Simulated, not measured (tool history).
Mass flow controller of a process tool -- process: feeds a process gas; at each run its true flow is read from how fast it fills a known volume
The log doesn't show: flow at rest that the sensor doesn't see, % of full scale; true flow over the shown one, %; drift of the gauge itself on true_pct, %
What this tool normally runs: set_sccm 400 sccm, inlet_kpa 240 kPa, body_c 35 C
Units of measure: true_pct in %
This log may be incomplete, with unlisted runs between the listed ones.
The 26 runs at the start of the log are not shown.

run      day  set_sccm  inlet_kpa  body_c  hours of work since the controller was set to zero  hours of work since the controller was changed  true_pct
 27   121.65       210        258      35                                                2631                                            2631    102.11
 28  125.292       106        239      35                                                2681                                            2681    101.86
 29  128.342       400        237      37                                                2724                                            2724    102.63
 30  132.479       148        237      39                                                2781                                            2781    102.53
 31  136.529       148        237      39                                                2837                                            2837    102.44
 32  141.712       148        260      26                                                2909                                            2909    101.41
     146.146  -- gauge calibrated
 33  146.146       313        212      37                                                2970                                            2970    100.01
 34  149.308       296        235      40                                                3014                                            3014    100.61
 35  154.821       625        274      20                                                3090                                            3090     99.39
 36  158.458       625        206      20                                                3140                                            3140     98.98
 37  164.475       625        223      20                                                3224                                            3224     99.22
 38  167.862       625        223      20                                                3270                                            3270     99.18
 39  172.283       859        143      23                                                3332                                            3332     99.54
 40  176.338       438        192      23                                                3388                                            3388     99.32
 41  179.879       400        275      38                                                3437                                            3437    101.17
 42  184.704       400        275      38                                                3504                                            3504     101.4
 43  189.571       400        275      38                                                3571                                            3571    101.38
 44  192.762       400        275      38                                                3615                                            3615    101.62
 45  198.583       350        269      35                                                3696                                            3696    101.21
 46  201.433       140        156      21                                                3735                                            3735     98.71
 47  205.962       140        156      21                                                3798                                            3798     98.63
 48   211.55       158        151      21                                                3875                                            3875     98.76

Below are 4 alternative next runs, each starting from the tool's condition after run 48. Predict each:
  A  217.142       400        235      35                                                3952                                            3952         ?
  B  217.142       400        240      35                                                3952                                            3952         ?
  C  217.142       158        151      31                                                3952                                            3952         ?
  D  217.142       175        176      21                                                3952                                            3952         ?

run  true_pct
  A    101.53
  B    101.39
  C    100.02
  D     99.17
Without the tool's hidden state the same runs would have given:
run  true_pct
  A    100.28
  B    100.14
  C      98.8
  D     97.96
